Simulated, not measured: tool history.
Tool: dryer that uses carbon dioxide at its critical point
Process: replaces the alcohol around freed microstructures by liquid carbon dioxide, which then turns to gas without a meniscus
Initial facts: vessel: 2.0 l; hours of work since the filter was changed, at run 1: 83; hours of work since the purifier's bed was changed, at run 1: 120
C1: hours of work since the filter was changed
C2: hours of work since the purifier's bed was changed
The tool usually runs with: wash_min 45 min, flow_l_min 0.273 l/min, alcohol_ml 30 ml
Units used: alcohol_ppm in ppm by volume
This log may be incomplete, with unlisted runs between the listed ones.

Run 1, hour 0: usual settings; C1 83; C2 120. Result: alcohol_ppm 96 ppm by volume.
Run 2, hour 33.7: usual settings; C1 105; C2 142. Result: alcohol_ppm 104 ppm by volume.
Run 3, hour 58.4: usual settings but wash_min 62 min; C1 121; C2 158. Result: alcohol_ppm 39 ppm by volume.
Run 4, hour 99.3: usual settings but wash_min 62 min; C1 148; C2 184. Result: alcohol_ppm 55 ppm by volume.
Run 5, hour 159.9: usual settings but wash_min 62 min; C1 187; C2 224. Result: alcohol_ppm 53 ppm by volume.
Run 6, hour 191.2: usual settings; C1 208; C2 244. Result: alcohol_ppm 144 ppm by volume.
Run 7, hour 243.3: usual settings; C1 241; C2 278. Result: alcohol_ppm 156 ppm by volume.
Run 8, hour 283.2: usual settings; C1 267; C2 304. Result: alcohol_ppm 167 ppm by volume.
Run 9, hour 324.7: usual settings; C1 294; C2 331. Result: alcohol_ppm 175 ppm by volume.
Run 10, hour 356.8: usual settings; C1 315; C2 352. Result: alcohol_ppm 192 ppm by volume.
Run 11, hour 388.2: usual settings; C1 336; C2 372. Result: alcohol_ppm 194 ppm by volume.
Run 12, hour 414.4: usual settings but wash_min 71 min; C1 353; C2 389. Result: alcohol_ppm 74 ppm by volume.
Run 13, hour 468.1: usual settings but wash_min 71 min; C1 388; C2 424. Result: alcohol_ppm 78 ppm by volume.
At hour 486.5: inlet filter changed.
Run 14, hour 500.9: usual settings but wash_min 71 min, alcohol_ml 88 ml; C1 9; C2 445. Result: alcohol_ppm 89 ppm by volume.
Run 15, hour 546.9: usual settings but wash_min 71 min, alcohol_ml 88 ml; C1 39; C2 475. Result: alcohol_ppm 94 ppm by volume.
Run 16, hour 589.2: usual settings; C1 67; C2 502. Result: alcohol_ppm 178 ppm by volume.
Run 17, hour 641.1: usual settings; C1 101; C2 536. Result: alcohol_ppm 178 ppm by volume.
Run 18, hour 696.3: usual settings but alcohol_ml 50 ml; C1 137; C2 572. Result: alcohol_ppm 247 ppm by volume.
Run 19, hour 723.3: usual settings but alcohol_ml 61 ml; C1 154; C2 590. Result: alcohol_ppm 283 ppm by volume.
Run 20, hour 761.5: usual settings but wash_min 65 min, alcohol_ml 61 ml; C1 179; C2 614. Result: alcohol_ppm 132 ppm by volume.
Run 21, hour 795: usual settings but wash_min 65 min, alcohol_ml 61 ml; C1 201; C2 636. Result: alcohol_ppm 131 ppm by volume.
Run 22, hour 854.6: usual settings but wash_min 65 min, alcohol_ml 61 ml; C1 239; C2 675. Result: alcohol_ppm 146 ppm by volume.
Run 23, hour 906.9: usual settings but wash_min 65 min, alcohol_ml 61 ml; C1 273; C2 709. Result: alcohol_ppm 148 ppm by volume.
Run 24, hour 943.2: usual settings but wash_min 65 min, alcohol_ml 61 ml; C1 297; C2 733. Result: alcohol_ppm 162 ppm by volume.
Run 25, hour 1000.3: usual settings but wash_min 65 min, alcohol_ml 61 ml; C1 334; C2 770. Result: alcohol_ppm 176 ppm by volume.
Run 26, hour 1047.4: usual settings but flow_l_min 0.358 l/min, alcohol_ml 24 ml; C1 365; C2 800. Result: alcohol_ppm 177 ppm by volume.
Run 27, hour 1097.3: usual settings but flow_l_min 0.246 l/min, alcohol_ml 119 ml; C1 397; C2 833. Result: alcohol_ppm 1048 ppm by volume.
At hour 1103.4: inlet filter changed.
Run 28, hour 1122.9: usual settings but flow_l_min 0.246 l/min, alcohol_ml 119 ml; C1 13; C2 849. Result: alcohol_ppm 612 ppm by volume.
Run 29, hour 1181.8: usual settings but wash_min 34 min, flow_l_min 0.232 l/min, alcohol_ml 36 ml; C1 51; C2 887. Result: alcohol_ppm 731 ppm by volume.
Run 30, hour 1206.8: usual settings but wash_min 34 min, flow_l_min 0.232 l/min, alcohol_ml 36 ml; C1 67; C2 903. Result: alcohol_ppm 750 ppm by volume.
Run 31, hour 1250.4: usual settings but wash_min 34 min, flow_l_min 0.232 l/min, alcohol_ml 36 ml; C1 96; C2 932. Result: alcohol_ppm 795 ppm by volume.
Run 32, hour 1297.7: usual settings but wash_min 52 min, flow_l_min 0.232 l/min, alcohol_ml 24 ml; C1 126; C2 963. Result: alcohol_ppm 246 ppm by volume.
Run 33, hour 1351.1: usual settings but flow_l_min 0.402 l/min; C1 161; C2 997. Result: alcohol_ppm 183 ppm by volume.
Run 34, hour 1399.8: usual settings but flow_l_min 0.277 l/min; C1 193; C2 1029. Result: alcohol_ppm 266 ppm by volume.
Run 35, hour 1445.2: usual settings but flow_l_min 0.18 l/min, alcohol_ml 51 ml; C1 222; C2 1058. Result: alcohol_ppm 1100 ppm by volume.
Run 36, hour 1498.1: usual settings but flow_l_min 0.18 l/min, alcohol_ml 51 ml; C1 257; C2 1093. Result: alcohol_ppm 1166 ppm by volume.
Run 37, hour 1523.5: usual settings but wash_min 54 min, flow_l_min 0.226 l/min, alcohol_ml 108 ml; C1 273; C2 1109. Result: alcohol_ppm 604 ppm by volume.
Run 38, hour 1575.4: usual settings but wash_min 54 min, flow_l_min 0.226 l/min, alcohol_ml 108 ml; C1 307; C2 1143. Result: alcohol_ppm 657 ppm by volume.
Run 39, hour 1607.2: usual settings but wash_min 54 min, flow_l_min 0.226 l/min, alcohol_ml 61 ml; C1 328; C2 1164. Result: alcohol_ppm 461 ppm by volume.
Run 40, hour 1639.5: usual settings but flow_l_min 0.181 l/min; C1 349; C2 1185. Result: alcohol_ppm 839 ppm by volume.
At hour 1656.7: purifier's bed changed.
Run 41, hour 1679.6: usual settings but wash_min 41 min, flow_l_min 0.275 l/min, alcohol_ml 55 ml; C1 373; C2 15. Result: alcohol_ppm 393 ppm by volume.
Run 42, hour 1708.6: usual settings but wash_min 67 min, flow_l_min 0.275 l/min, alcohol_ml 33 ml; C1 392; C2 34. Result: alcohol_ppm 27 ppm by volume.
At hour 1720: inlet filter changed.
Run 43, hour 1751: usual settings but wash_min 67 min, flow_l_min 0.275 l/min, alcohol_ml 33 ml; C1 20; C2 61. Result: alcohol_ppm 26 ppm by volume.
Run 44, hour 1809.9: usual settings but wash_min 36 min, flow_l_min 0.26 l/min, alcohol_ml 35 ml; C1 58; C2 99. Result: alcohol_ppm 347 ppm by volume.
Run 45, hour 1851.5: usual settings but wash_min 52 min, flow_l_min 0.186 l/min, alcohol_ml 29 ml; C1 85; C2 126. Result: alcohol_ppm 251 ppm by volume.
Run 46, hour 1908.8: usual settings but flow_l_min 0.259 l/min; C1 123; C2 163. Result: alcohol_ppm 145 ppm by volume.
Run 47, hour 1955.7: usual settings but flow_l_min 0.259 l/min; C1 153; C2 194. Result: alcohol_ppm 154 ppm by volume.

Take each entry between the runs: how does the hidden state at the last listed run before it differ from the hidden state at the first listed run after it?
After run 13, before run 14: inlet filter changed (hour 486.5)
  flow that reaches the vessel past the clogged filter, %: 86.7 -> 99.4; alcohol in the recycled carbon dioxide, ppm: 76 -> 79.7
  difference, measured minus the result without the unlogged condition, alcohol_ppm: +75 -> +75 ppm by volume
After run 27, before run 28: inlet filter changed (hour 1103.4)
  flow that reaches the vessel past the clogged filter, %: 85.7 -> 99.5; alcohol in the recycled carbon dioxide, ppm: 147.1 -> 150.2
  difference, measured minus the result without the unlogged condition, alcohol_ppm: +597 -> +158 ppm by volume
After run 40, before run 41: purifier's bed changed (hour 1656.7)
  flow that reaches the vessel past the clogged filter, %: 87.8 -> 86.9; alcohol in the recycled carbon dioxide, ppm: 210.6 -> 8.8
  difference, measured minus the result without the unlogged condition, alcohol_ppm: +427 -> +182 ppm by volume
After run 42, before run 43: inlet filter changed (hour 1720)
  flow that reaches the vessel past the clogged filter, %: 86.3 -> 99.1; alcohol in the recycled carbon dioxide, ppm: 12.3 -> 16.8
  difference, measured minus the result without the unlogged condition, alcohol_ppm: +18 -> +12 ppm by volume
